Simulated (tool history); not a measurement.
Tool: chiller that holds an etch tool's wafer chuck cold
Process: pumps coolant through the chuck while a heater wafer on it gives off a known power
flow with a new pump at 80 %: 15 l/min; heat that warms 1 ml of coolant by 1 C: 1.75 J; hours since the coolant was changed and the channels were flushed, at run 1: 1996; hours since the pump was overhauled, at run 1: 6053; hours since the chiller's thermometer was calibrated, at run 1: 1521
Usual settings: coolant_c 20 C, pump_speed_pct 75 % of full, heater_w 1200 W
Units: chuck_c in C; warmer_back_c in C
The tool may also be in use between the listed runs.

run	hour	coolant_c	pump_speed_pct	heater_w	hours since the coolant was changed and the channels were flushed	hours since the pump was overhauled	hours since the chiller's thermometer was calibrated	chuck_c	warmer_back_c
1	0	20	75	1200	1996	6053	1521	31.7	3.61
2	144.1	20	75	1200	2140	6197	1665	31.8	3.61
3	321.5	20	92	1200	2317	6374	1842	30.3	2.91
4	487.7	20	92	1200	2483	6540	2008	30.2	2.94
5	666.9	20	92	1200	2662	6720	2188	30.3	2.93
6	827.7	20	97	1200	2823	6880	2348	30	2.76
7	903.8	20	75	1200	2899	6956	2424	32.3	3.7
8	1075.2	20	75	1200	3071	7128	2596	32.5	3.72
9	1203.3	20	75	1200	3199	7256	2724	32.5	3.73
10	1377.7	20	75	1200	3373	7430	2898	32.5	3.76
11	1479.1	20	75	1200	3475	7532	3000	32.6	3.79
# hour 1606.9: chiller's thermometer calibrated
12	1615.3	20	75	1200	3610	7667	8	32.8	3.83
13	1781.3	27	75	1200	3776	7833	174	40.2	3.84
14	1938.1	27	75	1200	3933	7990	331	40.3	3.82
15	2112.2	20	75	1200	4107	8164	505	33.2	3.84
# hour 2225: coolant pump overhauled
16	2244.7	10	68	1059	4234	20	633	20.5	2.87
17	2351.1	22	68	1059	4341	126	739	32.5	2.89
18	2531.4	22	68	1059	4521	306	919	32.6	2.88
19	2686.5	11	75	1200	4676	461	1075	22.2	3.04
20	2783.5	17	66	1732	4773	558	1172	35	4.94
21	2956.2	20	75	907	4946	731	1344	28.7	2.27
22	3119.1	13	75	907	5109	894	1507	21.8	2.26
23	3260	11	66	671	5250	1035	1648	18.1	1.95
24	3423.1	13	69	1562	5413	1198	1811	29.4	4.31
25	3542.1	13	69	1562	5532	1317	1930	29.6	4.34
26	3666.2	15	78	997	5656	1441	2054	24.6	2.4
27	3791.7	15	66	997	5781	1567	2180	25.9	2.94
28	3912	20	75	1270	5902	1687	2300	32.9	3.24
29	4061.8	24	98	1094	6051	1837	2450	33.1	2.16
# hour 4079.8: coolant changed, channels flushed
30	4151.4	24	98	1094	72	1920	2534	31.3	2.11

Some steps in chuck_c between neighbouring runs. How much of each would the tool show without its hidden state too (settings, what came in, random variation), and how much is left for the hidden state, with any gauge scatter that isn't in both results?
The hidden state here: heat passed by the chuck's channels, % of clean ones'; flow at a given pump speed, % of a new pump's; coolant's true temperature over the reading, C; drift of the gauge itself on chuck_c, C; drift of the gauge itself on warmer_back_c, C.
Run 15 -> 16: coolant_c 20 -> 10, pump_speed_pct 75 -> 68, heater_w 1200 -> 1059, coolant pump overhauled. chuck_c -12.7 C: hidden state -2.4, all else -10.3.
Run 16 -> 17: coolant_c 10 -> 22. chuck_c +12 C: hidden state +0, all else +12.
Run 19 -> 20: coolant_c 11 -> 17, pump_speed_pct 75 -> 66, heater_w 1200 -> 1732. chuck_c +12.8 C: hidden state +1.2, all else +11.6.
Run 23 -> 24: coolant_c 11 -> 13, pump_speed_pct 66 -> 69, heater_w 671 -> 1562. chuck_c +11.3 C: hidden state +1.8, all else +9.5.
Run 29 -> 30: coolant changed, channels flushed. chuck_c -1.8 C: hidden state -1.9, all else +0.1.
